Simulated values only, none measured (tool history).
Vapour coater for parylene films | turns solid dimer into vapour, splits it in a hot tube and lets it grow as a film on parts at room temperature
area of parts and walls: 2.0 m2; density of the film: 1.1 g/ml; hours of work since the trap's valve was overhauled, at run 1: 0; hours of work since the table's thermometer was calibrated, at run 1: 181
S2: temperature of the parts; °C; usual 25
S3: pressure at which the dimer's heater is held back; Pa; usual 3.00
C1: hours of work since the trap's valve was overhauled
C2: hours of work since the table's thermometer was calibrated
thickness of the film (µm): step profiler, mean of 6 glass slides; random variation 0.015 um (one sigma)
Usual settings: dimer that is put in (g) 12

run 1 hour=0.0 | dimer_that_is_put_in_(g)=12 S2=25 S3=3.00 | C1=0 C2=181 | thickness_of_the_film_(µm)=3.05
run 2 hour=78.6 | dimer_that_is_put_in_(g)=12 S2=25 S3=3.00 | C1=52 C2=233 | thickness_of_the_film_(µm)=3.00
run 3 hour=162.7 | dimer_that_is_put_in_(g)=12 S2=25 S3=3.00 | C1=107 C2=288 | thickness_of_the_film_(µm)=2.95
run 4 hour=242.7 | dimer_that_is_put_in_(g)=12 S2=25 S3=3.00 | C1=159 C2=340 | thickness_of_the_film_(µm)=2.93
run 5 hour=322.2 | dimer_that_is_put_in_(g)=12 S2=25 S3=3.00 | C1=212 C2=393 | thickness_of_the_film_(µm)=2.90
-- hour=330.2 trap's valve overhauled
run 6 hour=409.5 | dimer_that_is_put_in_(g)=12 S2=25 S3=3.00 | C1=52 C2=447 | thickness_of_the_film_(µm)=2.73
run 7 hour=455.1 | dimer_that_is_put_in_(g)=12 S2=25 S3=3.00 | C1=82 C2=477 | thickness_of_the_film_(µm)=2.71
run 8 hour=540.0 | dimer_that_is_put_in_(g)=12 S2=25 S3=3.00 | C1=138 C2=533 | thickness_of_the_film_(µm)=2.67
run 9 hour=592.3 | dimer_that_is_put_in_(g)=15 S2=21 S3=9.07 | C1=172 C2=567 | thickness_of_the_film_(µm)=3.06
run 10 hour=644.1 | dimer_that_is_put_in_(g)=15 S2=21 S3=9.07 | C1=206 C2=602 | thickness_of_the_film_(µm)=3.01
-- hour=700.1 trap's valve overhauled
run 11 hour=733.3 | dimer_that_is_put_in_(g)=6 S2=33 S3=5.30 | C1=22 C2=658 | thickness_of_the_film_(µm)=1.01
run 12 hour=776.9 | dimer_that_is_put_in_(g)=7 S2=33 S3=5.30 | C1=50 C2=686 | thickness_of_the_film_(µm)=1.19
run 13 hour=814.0 | dimer_that_is_put_in_(g)=19 S2=37 S3=2.29 | C1=75 C2=710 | thickness_of_the_film_(µm)=3.26
-- hour=838.6 trap's valve overhauled, once more
run 14 hour=887.7 | dimer_that_is_put_in_(g)=13 S2=37 S3=9.26 | C1=32 C2=756 | thickness_of_the_film_(µm)=1.71
run 15 hour=929.1 | dimer_that_is_put_in_(g)=13 S2=37 S3=9.26 | C1=59 C2=783 | thickness_of_the_film_(µm)=1.70
run 16 hour=998.8 | dimer_that_is_put_in_(g)=16 S2=19 S3=3.04 | C1=105 C2=829 | thickness_of_the_film_(µm)=5.01

3 ways to go on from here, each from the tool as it stands after run 16. What would each give?
run A hour=1036.3 | dimer_that_is_put_in_(g)=8 S2=19 S3=4.66 | C1=130 C2=854 | thickness_of_the_film_(µm)=?
run B hour=1036.3 | dimer_that_is_put_in_(g)=8 S2=25 S3=5.38 | C1=130 C2=854 | thickness_of_the_film_(µm)=?
run C hour=1036.3 | dimer_that_is_put_in_(g)=12 S2=22 S3=4.10 | C1=130 C2=854 | thickness_of_the_film_(µm)=?

run=A thickness_of_the_film_(µm)=2.28
run=B thickness_of_the_film_(µm)=1.77
run=C thickness_of_the_film_(µm)=3.17
Without the tool's hidden state the same runs would have given:
run=A thickness_of_the_film_(µm)=2.32
run=B thickness_of_the_film_(µm)=1.80
run=C thickness_of_the_film_(µm)=3.22

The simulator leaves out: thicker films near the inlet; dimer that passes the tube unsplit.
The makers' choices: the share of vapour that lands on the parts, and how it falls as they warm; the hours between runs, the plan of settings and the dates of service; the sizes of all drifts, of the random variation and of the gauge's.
